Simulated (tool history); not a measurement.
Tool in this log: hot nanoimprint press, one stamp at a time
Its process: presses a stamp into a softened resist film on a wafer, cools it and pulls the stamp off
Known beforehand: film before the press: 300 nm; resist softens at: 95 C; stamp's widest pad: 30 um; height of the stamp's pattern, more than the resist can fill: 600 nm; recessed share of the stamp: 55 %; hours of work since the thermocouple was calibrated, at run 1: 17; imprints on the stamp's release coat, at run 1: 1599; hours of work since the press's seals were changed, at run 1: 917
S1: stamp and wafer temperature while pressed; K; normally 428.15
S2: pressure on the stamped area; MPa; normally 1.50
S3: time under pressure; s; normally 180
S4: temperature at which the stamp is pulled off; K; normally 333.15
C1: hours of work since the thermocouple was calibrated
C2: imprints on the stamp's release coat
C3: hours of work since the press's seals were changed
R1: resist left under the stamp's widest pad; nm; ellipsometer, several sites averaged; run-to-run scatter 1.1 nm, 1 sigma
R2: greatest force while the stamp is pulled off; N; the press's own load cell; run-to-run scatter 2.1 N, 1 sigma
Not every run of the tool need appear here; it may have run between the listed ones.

{"run": 1, "day": 0.0, "S1": 428.15, "S2": 1.5, "S3": 180, "S4": 333.15, "C1": 17, "C2": 1599, "C3": 917, "R1": 164.7, "R2": 121}
{"run": 2, "day": 2.054, "S1": 428.15, "S2": 1.5, "S3": 180, "S4": 333.15, "C1": 38, "C2": 1714, "C3": 939, "R1": 164.5, "R2": 134}
{"run": 3, "day": 3.242, "S1": 428.15, "S2": 1.5, "S3": 100, "S4": 333.15, "C1": 51, "C2": 1781, "C3": 952, "R1": 194.2, "R2": 128}
{"run": 4, "day": 5.154, "S1": 428.15, "S2": 1.5, "S3": 100, "S4": 333.15, "C1": 71, "C2": 1888, "C3": 972, "R1": 197.7, "R2": 134}
{"run": 5, "day": 6.838, "S1": 428.15, "S2": 1.5, "S3": 180, "S4": 333.15, "C1": 88, "C2": 1983, "C3": 989, "R1": 166.5, "R2": 136}
{"run": 6, "day": 8.125, "S1": 428.15, "S2": 1.5, "S3": 180, "S4": 333.15, "C1": 102, "C2": 2055, "C3": 1003, "R1": 169.0, "R2": 140}
{"run": 7, "day": 9.333, "S1": 428.15, "S2": 1.5, "S3": 180, "S4": 333.15, "C1": 115, "C2": 2123, "C3": 1015, "R1": 168.8, "R2": 142}
{"run": 8, "day": 10.762, "S1": 428.15, "S2": 1.5, "S3": 330, "S4": 333.15, "C1": 130, "C2": 2203, "C3": 1030, "R1": 141.0, "R2": 147}
{"day": 11.525, "done": "stamp cleaned and given a new release coat"}
{"run": 9, "day": 12.267, "S1": 428.15, "S2": 1.5, "S3": 90, "S4": 333.15, "C1": 143, "C2": 42, "C3": 1044, "R1": 203.4, "R2": 96}
{"run": 10, "day": 13.796, "S1": 428.15, "S2": 1.5, "S3": 90, "S4": 333.15, "C1": 159, "C2": 128, "C3": 1060, "R1": 203.5, "R2": 96}
{"run": 11, "day": 15.233, "S1": 428.15, "S2": 1.5, "S3": 90, "S4": 333.15, "C1": 174, "C2": 208, "C3": 1075, "R1": 206.0, "R2": 104}
{"run": 12, "day": 17.046, "S1": 428.15, "S2": 1.5, "S3": 180, "S4": 333.15, "C1": 193, "C2": 310, "C3": 1094, "R1": 171.2, "R2": 100}
{"day": 17.833, "done": "press's hydraulic seals changed and the load cell set to zero"}
{"run": 13, "day": 19.262, "S1": 428.15, "S2": 1.25, "S3": 180, "S4": 333.15, "C1": 213, "C2": 416, "C3": 15, "R1": 181.8, "R2": 107}
{"run": 14, "day": 20.167, "S1": 428.15, "S2": 1.25, "S3": 180, "S4": 333.15, "C1": 222, "C2": 467, "C3": 24, "R1": 186.1, "R2": 103}
{"run": 15, "day": 22.267, "S1": 428.15, "S2": 1.5, "S3": 180, "S4": 333.15, "C1": 244, "C2": 585, "C3": 47, "R1": 171.0, "R2": 109}
{"run": 16, "day": 24.362, "S1": 428.15, "S2": 1.5, "S3": 157, "S4": 333.15, "C1": 266, "C2": 703, "C3": 69, "R1": 177.9, "R2": 109}
{"run": 17, "day": 26.388, "S1": 428.15, "S2": 1.87, "S3": 180, "S4": 324.15, "C1": 288, "C2": 817, "C3": 90, "R1": 154.6, "R2": 137}
{"run": 18, "day": 28.083, "S1": 438.15, "S2": 1.44, "S3": 197, "S4": 320.15, "C1": 305, "C2": 912, "C3": 108, "R1": 112.5, "R2": 160}
{"day": 29.867, "done": "plate thermocouple calibrated"}
{"run": 19, "day": 30.438, "S1": 438.15, "S2": 1.5, "S3": 242, "S4": 333.15, "C1": 6, "C2": 1037, "C3": 131, "R1": 95.9, "R2": 113}
{"run": 20, "day": 31.512, "S1": 438.15, "S2": 1.5, "S3": 242, "S4": 333.15, "C1": 17, "C2": 1097, "C3": 142, "R1": 95.9, "R2": 114}
{"run": 21, "day": 33.329, "S1": 438.15, "S2": 1.5, "S3": 134, "S4": 333.15, "C1": 36, "C2": 1199, "C3": 161, "R1": 117.8, "R2": 116}
{"run": 22, "day": 34.312, "S1": 438.15, "S2": 1.5, "S3": 124, "S4": 333.15, "C1": 47, "C2": 1255, "C3": 172, "R1": 120.3, "R2": 116}
{"run": 23, "day": 35.238, "S1": 438.15, "S2": 1.5, "S3": 124, "S4": 333.15, "C1": 56, "C2": 1307, "C3": 181, "R1": 122.4, "R2": 117}
{"run": 24, "day": 36.254, "S1": 428.15, "S2": 1.5, "S3": 157, "S4": 333.15, "C1": 67, "C2": 1364, "C3": 192, "R1": 168.6, "R2": 123}
{"run": 25, "day": 38.45, "S1": 428.15, "S2": 1.5, "S3": 157, "S4": 333.15, "C1": 90, "C2": 1487, "C3": 215, "R1": 169.0, "R2": 124}
{"run": 26, "day": 39.804, "S1": 428.15, "S2": 1.5, "S3": 180, "S4": 321.15, "C1": 104, "C2": 1563, "C3": 229, "R1": 163.7, "R2": 161}
{"run": 27, "day": 41.092, "S1": 439.15, "S2": 2.13, "S3": 102, "S4": 332.15, "C1": 118, "C2": 1635, "C3": 243, "R1": 101.9, "R2": 132}
{"run": 28, "day": 42.421, "S1": 428.15, "S2": 1.5, "S3": 233, "S4": 333.15, "C1": 132, "C2": 1710, "C3": 257, "R1": 151.2, "R2": 132}
{"run": 29, "day": 43.925, "S1": 428.15, "S2": 1.5, "S3": 233, "S4": 333.15, "C1": 148, "C2": 1795, "C3": 273, "R1": 153.4, "R2": 129}

Take each entry between the runs: how does the hidden state at the last listed run before it differ from the hidden state at the first listed run after it?
Logged between run 8 and run 9: stamp cleaned and given a new release coat (day 11.525)
  true temperature over the reading, C: -0.81 -> -0.86; pressure that arrives at the usual setting, %: 96.66 -> 96.63; grip of the stamp's worn release coat, % over a new coat's: 47.7 -> 0.9
  measured minus no-state result, R1: +7.7 -> +8.8 nm; R2: +50 -> +3 N
Logged between run 12 and run 13: press's hydraulic seals changed and the load cell set to zero (day 17.833)
  true temperature over the reading, C: -1.08 -> -1.17; pressure that arrives at the usual setting, %: 96.48 -> 99.54; grip of the stamp's worn release coat, % over a new coat's: 6.6 -> 8.8
  measured minus no-state result, R1: +10.4 -> +8.3 nm; R2: +9 -> +12 N
Logged between run 18 and run 19: plate thermocouple calibrated (day 29.867)
  true temperature over the reading, C: -1.54 -> 0.03; pressure that arrives at the usual setting, %: 99.27 -> 99.2; grip of the stamp's worn release coat, % over a new coat's: 19.5 -> 22.2
  measured minus no-state result, R1: +7.3 -> +0.3 nm; R2: +30 -> +21 N
